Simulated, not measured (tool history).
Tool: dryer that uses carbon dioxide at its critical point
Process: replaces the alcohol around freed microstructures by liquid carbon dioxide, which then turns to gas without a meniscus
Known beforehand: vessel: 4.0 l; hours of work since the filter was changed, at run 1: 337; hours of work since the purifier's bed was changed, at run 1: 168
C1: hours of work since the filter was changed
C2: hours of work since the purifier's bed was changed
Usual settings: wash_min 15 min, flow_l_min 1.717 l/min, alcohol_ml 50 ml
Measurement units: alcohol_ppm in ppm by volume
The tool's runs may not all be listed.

{"run": 1, "hour": 0.0, "wash_min": 15, "flow_l_min": 1.717, "alcohol_ml": 50, "C1": 337, "C2": 168, "alcohol_ppm": 70}
{"run": 2, "hour": 32.7, "wash_min": 15, "flow_l_min": 1.717, "alcohol_ml": 50, "C1": 355, "C2": 186, "alcohol_ppm": 76}
{"run": 3, "hour": 48.9, "wash_min": 15, "flow_l_min": 1.717, "alcohol_ml": 50, "C1": 364, "C2": 195, "alcohol_ppm": 78}
{"run": 4, "hour": 69.3, "wash_min": 15, "flow_l_min": 1.717, "alcohol_ml": 50, "C1": 375, "C2": 206, "alcohol_ppm": 85}
{"run": 5, "hour": 90.0, "wash_min": 15, "flow_l_min": 1.717, "alcohol_ml": 50, "C1": 386, "C2": 218, "alcohol_ppm": 88}
{"run": 6, "hour": 113.3, "wash_min": 15, "flow_l_min": 1.717, "alcohol_ml": 50, "C1": 399, "C2": 230, "alcohol_ppm": 90}
{"run": 7, "hour": 144.5, "wash_min": 15, "flow_l_min": 1.717, "alcohol_ml": 50, "C1": 416, "C2": 247, "alcohol_ppm": 89}
{"run": 8, "hour": 173.7, "wash_min": 15, "flow_l_min": 1.717, "alcohol_ml": 50, "C1": 432, "C2": 263, "alcohol_ppm": 83}
{"run": 9, "hour": 208.1, "wash_min": 15, "flow_l_min": 1.717, "alcohol_ml": 50, "C1": 451, "C2": 282, "alcohol_ppm": 97}
{"run": 10, "hour": 230.7, "wash_min": 15, "flow_l_min": 1.717, "alcohol_ml": 50, "C1": 463, "C2": 295, "alcohol_ppm": 110}
{"run": 11, "hour": 265.1, "wash_min": 15, "flow_l_min": 1.717, "alcohol_ml": 50, "C1": 482, "C2": 313, "alcohol_ppm": 102}
{"run": 12, "hour": 289.4, "wash_min": 15, "flow_l_min": 1.717, "alcohol_ml": 50, "C1": 495, "C2": 327, "alcohol_ppm": 106}
{"run": 13, "hour": 313.9, "wash_min": 15, "flow_l_min": 1.717, "alcohol_ml": 30, "C1": 509, "C2": 340, "alcohol_ppm": 95}
{"run": 14, "hour": 329.8, "wash_min": 15, "flow_l_min": 1.717, "alcohol_ml": 50, "C1": 517, "C2": 349, "alcohol_ppm": 115}
{"run": 15, "hour": 366.0, "wash_min": 15, "flow_l_min": 1.717, "alcohol_ml": 50, "C1": 537, "C2": 369, "alcohol_ppm": 127}
{"hour": 389.0, "done": "inlet filter changed"}
{"run": 16, "hour": 396.6, "wash_min": 15, "flow_l_min": 1.717, "alcohol_ml": 79, "C1": 4, "C2": 385, "alcohol_ppm": 116}
{"run": 17, "hour": 430.4, "wash_min": 15, "flow_l_min": 1.717, "alcohol_ml": 34, "C1": 23, "C2": 403, "alcohol_ppm": 90}
{"run": 18, "hour": 454.2, "wash_min": 15, "flow_l_min": 1.717, "alcohol_ml": 34, "C1": 36, "C2": 416, "alcohol_ppm": 92}
{"run": 19, "hour": 489.0, "wash_min": 18, "flow_l_min": 1.717, "alcohol_ml": 50, "C1": 55, "C2": 435, "alcohol_ppm": 85}
{"run": 20, "hour": 526.5, "wash_min": 22, "flow_l_min": 1.717, "alcohol_ml": 50, "C1": 75, "C2": 456, "alcohol_ppm": 89}
{"run": 21, "hour": 551.0, "wash_min": 15, "flow_l_min": 1.717, "alcohol_ml": 50, "C1": 89, "C2": 469, "alcohol_ppm": 111}
{"run": 22, "hour": 574.1, "wash_min": 15, "flow_l_min": 1.717, "alcohol_ml": 45, "C1": 101, "C2": 482, "alcohol_ppm": 108}
{"run": 23, "hour": 612.4, "wash_min": 15, "flow_l_min": 1.717, "alcohol_ml": 51, "C1": 122, "C2": 503, "alcohol_ppm": 121}
{"run": 24, "hour": 647.3, "wash_min": 15, "flow_l_min": 1.717, "alcohol_ml": 51, "C1": 141, "C2": 522, "alcohol_ppm": 123}
{"run": 25, "hour": 680.9, "wash_min": 16, "flow_l_min": 2.06, "alcohol_ml": 50, "C1": 160, "C2": 540, "alcohol_ppm": 106}
{"run": 26, "hour": 706.6, "wash_min": 12, "flow_l_min": 1.17, "alcohol_ml": 61, "C1": 174, "C2": 554, "alcohol_ppm": 723}
{"run": 27, "hour": 738.5, "wash_min": 12, "flow_l_min": 1.17, "alcohol_ml": 61, "C1": 191, "C2": 572, "alcohol_ppm": 737}
{"run": 28, "hour": 758.3, "wash_min": 11, "flow_l_min": 1.72, "alcohol_ml": 65, "C1": 202, "C2": 583, "alcohol_ppm": 295}
{"run": 29, "hour": 795.6, "wash_min": 11, "flow_l_min": 1.72, "alcohol_ml": 65, "C1": 223, "C2": 603, "alcohol_ppm": 298}
{"run": 30, "hour": 817.6, "wash_min": 11, "flow_l_min": 1.72, "alcohol_ml": 65, "C1": 235, "C2": 615, "alcohol_ppm": 308}
{"run": 31, "hour": 843.0, "wash_min": 11, "flow_l_min": 1.38, "alcohol_ml": 68, "C1": 248, "C2": 629, "alcohol_ppm": 659}
{"run": 32, "hour": 865.4, "wash_min": 15, "flow_l_min": 2.48, "alcohol_ml": 21, "C1": 261, "C2": 641, "alcohol_ppm": 116}
{"run": 33, "hour": 899.4, "wash_min": 10, "flow_l_min": 2.07, "alcohol_ml": 74, "C1": 279, "C2": 660, "alcohol_ppm": 252}
{"run": 34, "hour": 932.4, "wash_min": 10, "flow_l_min": 1.717, "alcohol_ml": 24, "C1": 297, "C2": 678, "alcohol_ppm": 246}
{"run": 35, "hour": 948.9, "wash_min": 11, "flow_l_min": 2.19, "alcohol_ml": 54, "C1": 306, "C2": 687, "alcohol_ppm": 174}
{"run": 36, "hour": 976.3, "wash_min": 15, "flow_l_min": 2.4, "alcohol_ml": 24, "C1": 321, "C2": 702, "alcohol_ppm": 123}
{"hour": 1007.6, "done": "purifier's bed changed"}
{"run": 37, "hour": 1009.7, "wash_min": 15, "flow_l_min": 1.11, "alcohol_ml": 32, "C1": 338, "C2": 1, "alcohol_ppm": 221}
{"run": 38, "hour": 1042.0, "wash_min": 23, "flow_l_min": 1.29, "alcohol_ml": 93, "C1": 356, "C2": 19, "alcohol_ppm": 44}
{"run": 39, "hour": 1067.6, "wash_min": 9, "flow_l_min": 1.717, "alcohol_ml": 50, "C1": 370, "C2": 33, "alcohol_ppm": 398}
{"run": 40, "hour": 1085.4, "wash_min": 22, "flow_l_min": 1.717, "alcohol_ml": 77, "C1": 379, "C2": 43, "alcohol_ppm": 18}
{"run": 41, "hour": 1123.1, "wash_min": 14, "flow_l_min": 1.717, "alcohol_ml": 31, "C1": 400, "C2": 63, "alcohol_ppm": 55}
{"run": 42, "hour": 1156.8, "wash_min": 15, "flow_l_min": 1.59, "alcohol_ml": 58, "C1": 418, "C2": 82, "alcohol_ppm": 92}
{"run": 43, "hour": 1188.3, "wash_min": 15, "flow_l_min": 2.42, "alcohol_ml": 85, "C1": 436, "C2": 99, "alcohol_ppm": 32}
{"run": 44, "hour": 1205.5, "wash_min": 14, "flow_l_min": 1.08, "alcohol_ml": 29, "C1": 445, "C2": 108, "alcohol_ppm": 315}
{"run": 45, "hour": 1236.2, "wash_min": 14, "flow_l_min": 1.08, "alcohol_ml": 29, "C1": 462, "C2": 125, "alcohol_ppm": 318}
{"run": 46, "hour": 1272.0, "wash_min": 20, "flow_l_min": 2.11, "alcohol_ml": 102, "C1": 482, "C2": 145, "alcohol_ppm": 27}
{"run": 47, "hour": 1309.0, "wash_min": 20, "flow_l_min": 2.11, "alcohol_ml": 102, "C1": 502, "C2": 165, "alcohol_ppm": 38}

Here are 4 independent what-if runs from the current tool condition. What would each one return?
{"run": "A", "hour": 1341.5, "wash_min": 22, "flow_l_min": 2.38, "alcohol_ml": 42, "C1": 520, "C2": 183, "alcohol_ppm": "?"}
{"run": "B", "hour": 1341.5, "wash_min": 20, "flow_l_min": 2.68, "alcohol_ml": 102, "C1": 520, "C2": 183, "alcohol_ppm": "?"}
{"run": "C", "hour": 1341.5, "wash_min": 16, "flow_l_min": 2.77, "alcohol_ml": 102, "C1": 520, "C2": 183, "alcohol_ppm": "?"}
{"run": "D", "hour": 1341.5, "wash_min": 20, "flow_l_min": 1.5, "alcohol_ml": 102, "C1": 520, "C2": 183, "alcohol_ppm": "?"}

run=A alcohol_ppm=40
run=B alcohol_ppm=46
run=C alcohol_ppm=27
run=D alcohol_ppm=86
With no hidden state in the tool, these same runs would have given:
run=A alcohol_ppm=9
run=B alcohol_ppm=14
run=C alcohol_ppm=0
run=D alcohol_ppm=31

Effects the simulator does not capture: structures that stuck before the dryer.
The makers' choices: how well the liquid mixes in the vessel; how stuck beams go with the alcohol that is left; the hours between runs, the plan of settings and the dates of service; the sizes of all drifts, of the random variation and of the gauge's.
